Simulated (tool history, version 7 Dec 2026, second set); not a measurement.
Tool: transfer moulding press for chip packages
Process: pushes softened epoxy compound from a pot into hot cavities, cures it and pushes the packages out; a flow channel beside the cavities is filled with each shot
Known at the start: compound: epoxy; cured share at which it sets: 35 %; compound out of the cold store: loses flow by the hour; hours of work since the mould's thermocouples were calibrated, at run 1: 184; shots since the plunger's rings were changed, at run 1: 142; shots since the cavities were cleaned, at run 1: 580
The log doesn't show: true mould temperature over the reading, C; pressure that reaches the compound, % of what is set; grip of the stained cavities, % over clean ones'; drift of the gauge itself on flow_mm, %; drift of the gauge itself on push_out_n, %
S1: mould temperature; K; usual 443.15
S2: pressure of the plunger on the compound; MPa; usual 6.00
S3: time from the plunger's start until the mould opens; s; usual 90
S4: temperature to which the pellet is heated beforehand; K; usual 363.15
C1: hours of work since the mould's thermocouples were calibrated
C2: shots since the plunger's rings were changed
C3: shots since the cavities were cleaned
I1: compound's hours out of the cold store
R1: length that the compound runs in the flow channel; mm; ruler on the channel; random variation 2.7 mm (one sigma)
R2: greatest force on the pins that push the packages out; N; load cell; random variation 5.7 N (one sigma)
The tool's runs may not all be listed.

| run | hour | S1 | S2 | S3 | S4 | C1 | C2 | C3 | I1 | R1 | R2 |
|---|---|---|---|---|---|---|---|---|---|---|---|
| 1 | 0.0 | 443.15 | 6.00 | 90 | 363.15 | 184 | 142 | 580 | 40.0 | 788 | 378 |
|  | 30.0 | cavities cleaned with cleaning compound and waxed |
| 2 | 50.0 | 443.15 | 6.00 | 90 | 363.15 | 212 | 695 | 229 | 32.0 | 799 | 278 |
|  | 108.7 | cavities cleaned with cleaning compound and waxed |
| 3 | 112.7 | 443.15 | 6.00 | 90 | 363.15 | 247 | 1392 | 46 | 42.0 | 767 | 222 |
| 4 | 153.8 | 443.15 | 6.00 | 90 | 363.15 | 270 | 1860 | 514 | 35.0 | 776 | 382 |
|  | 189.2 | cavities cleaned with cleaning compound and waxed |
| 5 | 226.9 | 443.15 | 6.00 | 90 | 367.15 | 312 | 2676 | 430 | 34.8 | 768 | 352 |
|  | 270.1 | cavities cleaned with cleaning compound and waxed |
| 6 | 307.8 | 443.15 | 6.00 | 90 | 367.15 | 357 | 3581 | 429 | 8.4 | 815 | 350 |
|  | 340.5 | mould's thermocouples calibrated |
|  | 357.9 | cavities cleaned with cleaning compound and waxed |
|  | 392.1 | plunger's sealing rings changed |
| 7 | 406.2 | 443.15 | 6.00 | 90 | 367.15 | 35 | 161 | 522 | 42.0 | 783 | 367 |
|  | 439.5 | cavities cleaned with cleaning compound and waxed |
| 8 | 463.9 | 443.15 | 6.00 | 72 | 363.15 | 68 | 801 | 278 | 23.5 | 809 | 433 |
|  | 517.9 | cavities cleaned with cleaning compound and waxed |
| 9 | 534.4 | 443.15 | 6.00 | 72 | 363.15 | 107 | 1588 | 189 | 10.3 | 835 | 391 |
|  | 603.8 | cavities cleaned with cleaning compound and waxed |
| 10 | 604.2 | 443.15 | 6.00 | 72 | 363.15 | 147 | 2365 | 4 | 17.1 | 807 | 306 |
|  | 683.5 | cavities cleaned with cleaning compound and waxed |
| 11 | 683.9 | 443.15 | 6.00 | 72 | 363.15 | 192 | 3257 | 4 | 44.0 | 741 | 277 |
|  | 767.1 | cavities cleaned with cleaning compound and waxed |
| 12 | 777.4 | 443.15 | 6.00 | 72 | 363.15 | 244 | 4305 | 117 | 28.3 | 764 | 352 |
|  | 795.9 | plunger's sealing rings changed |
| 13 | 836.1 | 440.15 | 6.00 | 72 | 363.15 | 277 | 459 | 758 | 32.2 | 817 | 699 |
|  | 850.5 | cavities cleaned with cleaning compound and waxed |
| 14 | 909.4 | 440.15 | 6.00 | 72 | 363.15 | 318 | 1277 | 671 | 18.5 | 839 | 730 |
|  | 934.6 | cavities cleaned with cleaning compound and waxed |
| 15 | 950.5 | 443.15 | 6.00 | 88 | 363.15 | 341 | 1728 | 181 | 18.4 | 816 | 276 |
| 16 | 990.4 | 443.15 | 6.35 | 90 | 362.15 | 364 | 2183 | 636 | 40.6 | 782 | 367 |
|  | 1011.8 | mould's thermocouples calibrated |
|  | 1020.7 | cavities cleaned with cleaning compound and waxed |
| 17 | 1049.8 | 442.15 | 6.51 | 90 | 363.15 | 21 | 2820 | 331 | 47.1 | 774 | 300 |
| 18 | 1096.7 | 442.15 | 4.76 | 102 | 360.15 | 48 | 3355 | 866 | 24.5 | 695 | 366 |
|  | 1102.3 | cavities cleaned with cleaning compound and waxed |
| 19 | 1137.4 | 450.15 | 6.15 | 95 | 359.15 | 70 | 3801 | 400 | 34.3 | 734 | 291 |
|  | 1185.2 | cavities cleaned with cleaning compound and waxed |
|  | 1206.6 | plunger's sealing rings changed |
| 20 | 1208.7 | 435.15 | 6.27 | 95 | 366.15 | 109 | 24 | 240 | 15.0 | 903 | 461 |
|  | 1270.0 | cavities cleaned with cleaning compound and waxed |
| 21 | 1276.7 | 443.15 | 5.78 | 95 | 367.15 | 147 | 781 | 75 | 18.7 | 809 | 219 |
| 22 | 1320.0 | 444.15 | 5.64 | 123 | 354.15 | 172 | 1275 | 569 | 39.8 | 749 | 340 |
|  | 1352.9 | cavities cleaned with cleaning compound and waxed |
| 23 | 1397.7 | 443.15 | 6.41 | 90 | 358.15 | 216 | 2143 | 510 | 10.4 | 856 | 364 |
|  | 1433.0 | cavities cleaned with cleaning compound and waxed |
| 24 | 1454.7 | 443.15 | 6.41 | 90 | 358.15 | 248 | 2776 | 247 | 14.1 | 838 | 292 |
| 25 | 1507.5 | 450.15 | 4.54 | 107 | 358.15 | 278 | 3378 | 849 | 21.8 | 655 | 359 |

Some steps in R1 between neighbouring runs. How much of each would the tool show without its hidden state too (settings, what came in, random variation), and how much is left for the hidden state, with any gauge scatter that isn't in both results?
Run 12 -> 13: S1 443.15 -> 440.15, plunger's sealing rings changed. R1 +53 mm: hidden state +50, all else +3.
Run 19 -> 20: S1 450.15 -> 435.15, S2 6.15 -> 6.27, S4 359.15 -> 366.15, cavities cleaned with cleaning compound and waxed, plunger's sealing rings changed. R1 +169 mm: hidden state +47, all else +122.
Run 24 -> 25: S1 443.15 -> 450.15, S2 6.41 -> 4.54, S3 90 -> 107. R1 -183 mm: hidden state +1, all else -184.
